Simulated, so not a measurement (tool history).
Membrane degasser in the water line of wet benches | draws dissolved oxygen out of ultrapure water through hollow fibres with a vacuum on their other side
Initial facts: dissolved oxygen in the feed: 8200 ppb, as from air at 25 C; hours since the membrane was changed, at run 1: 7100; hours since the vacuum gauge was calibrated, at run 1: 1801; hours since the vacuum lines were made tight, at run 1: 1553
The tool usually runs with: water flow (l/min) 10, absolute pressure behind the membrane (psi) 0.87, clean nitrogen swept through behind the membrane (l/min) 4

| run | hour | water flow (l/min) | absolute pressure behind the membrane (psi) | clean nitrogen swept through behind the membrane (l/min) | hours since the membrane was changed | hours since the vacuum gauge was calibrated | hours since the vacuum lines were made tight | dissolved oxygen in the water behind the degasser (ppb) | pressure that the water loses in the fibres (psi) |
|---|---|---|---|---|---|---|---|---|---|
| 1 | 0 | 10 | 0.87 | 4 | 7100 | 1801 | 1553 | 194.1 | 8.074 |
| 2 | 167.1 | 10 | 0.87 | 4 | 7267 | 1968 | 1720 | 194.4 | 8.16 |
| 3 | 321.7 | 10 | 0.87 | 3.45 | 7422 | 2123 | 1875 | 201 | 8.148 |
| 4 | 449.8 | 10 | 0.87 | 1.77 | 7550 | 2251 | 2003 | 223.9 | 8.155 |
| 5 | 652.3 | 10 | 0.87 | 4 | 7752 | 2454 | 2205 | 197.4 | 8.154 |
| 6 | 856.9 | 14 | 0.87 | 4 | 7957 | 2658 | 2410 | 408.6 | 11.519 |
| 7 | 967 | 11 | 0.87 | 4 | 8067 | 2768 | 2520 | 250.4 | 9.105 |
| 8 | 1107.8 | 11 | 0.87 | 4 | 8208 | 2909 | 2661 | 250.9 | 9.029 |
| 9 | 1193 | 10 | 1.717 | 4 | 8293 | 2994 | 2746 | 244 | 8.266 |
| 10 | 1352.8 | 10 | 0.87 | 4 | 8453 | 3154 | 2906 | 206.1 | 8.311 |
|  | 1410.6 | membrane cartridge changed |
| 11 | 1459.4 | 10 | 0.87 | 4 | 49 | 3257 | 3008 | 149.6 | 7.482 |
| 12 | 1567.9 | 10 | 0.653 | 4 | 157 | 3365 | 3117 | 139.3 | 7.522 |
| 13 | 1708.8 | 10 | 0.87 | 4 | 298 | 3506 | 3258 | 151.4 | 7.584 |
| 14 | 1849.6 | 10 | 0.87 | 4 | 439 | 3647 | 3398 | 152 | 7.556 |
|  | 1865.6 | seals of the vacuum lines changed |
| 15 | 2002.6 | 14 | 0.87 | 4 | 590 | 3798 | 137 | 319 | 10.618 |
| 16 | 2145 | 14 | 0.953 | 4 | 732 | 3940 | 279 | 315.9 | 10.598 |
| 17 | 2323.5 | 13 | 1.719 | 4 | 911 | 4119 | 458 | 315.7 | 9.848 |
| 18 | 2473 | 11 | 1.933 | 6.27 | 1060 | 4268 | 607 | 216.7 | 8.312 |
| 19 | 2644.1 | 11 | 1.933 | 6.27 | 1232 | 4439 | 779 | 219.7 | 8.377 |
| 20 | 2750.4 | 11 | 1.933 | 6.27 | 1338 | 4546 | 885 | 217.3 | 8.314 |
| 21 | 2947.3 | 11 | 1.933 | 6.27 | 1535 | 4743 | 1082 | 221.7 | 8.405 |
| 22 | 3153.9 | 11 | 1.933 | 6.27 | 1741 | 4949 | 1288 | 222.2 | 8.427 |
| 23 | 3351.7 | 11 | 1.804 | 4 | 1939 | 5147 | 1486 | 245.9 | 8.437 |
| 24 | 3523.2 | 14 | 0.69 | 7.4 | 2111 | 5319 | 1658 | 322.5 | 10.726 |
| 25 | 3709.8 | 14 | 0.69 | 7.4 | 2297 | 5505 | 1844 | 314.7 | 10.763 |
| 26 | 3861.1 | 9 | 1.004 | 3.28 | 2449 | 5656 | 1995 | 140.4 | 7.008 |
| 27 | 3972.4 | 7 | 0.893 | 3.28 | 2560 | 5768 | 2107 | 73.8 | 5.388 |
| 28 | 4133.4 | 10 | 1.445 | 7.66 | 2721 | 5929 | 2268 | 171.5 | 7.767 |
| 29 | 4252.2 | 10 | 1.445 | 7.66 | 2840 | 6048 | 2387 | 170.5 | 7.709 |
| 30 | 4385.2 | 7 | 0.821 | 2.2 | 2973 | 6181 | 2520 | 81 | 5.393 |
| 31 | 4516.2 | 10 | 1.263 | 4 | 3104 | 6311 | 2651 | 183.5 | 7.757 |

What if the next run were any one of these 4? Each begins from the tool's condition after run 31:
| A | 4649.6 | 10 | 0.87 | 8.42 | 3237 | 6445 | 2784 | ? | ? |
| B | 4649.6 | 6 | 1.263 | 4 | 3237 | 6445 | 2784 | ? | ? |
| C | 4649.6 | 10 | 1.202 | 4 | 3237 | 6445 | 2784 | ? | ? |
| D | 4649.6 | 8 | 0.648 | 4 | 3237 | 6445 | 2784 | ? | ? |

| run | dissolved oxygen in the water behind the degasser (ppb) | pressure that the water loses in the fibres (psi) |
|---|---|---|
| A | 157.4 | 7.767 |
| B | 58.5 | 4.693 |
| C | 185.2 | 7.736 |
| D | 93 | 6.173 |
Had the tool no hidden state, the same runs would have come out as:
| run | dissolved oxygen in the water behind the degasser (ppb) | pressure that the water loses in the fibres (psi) |
|---|---|---|
| A | 133.6 | 7.481 |
| B | 47.1 | 4.521 |
| C | 157.4 | 7.452 |
| D | 74.8 | 5.945 |
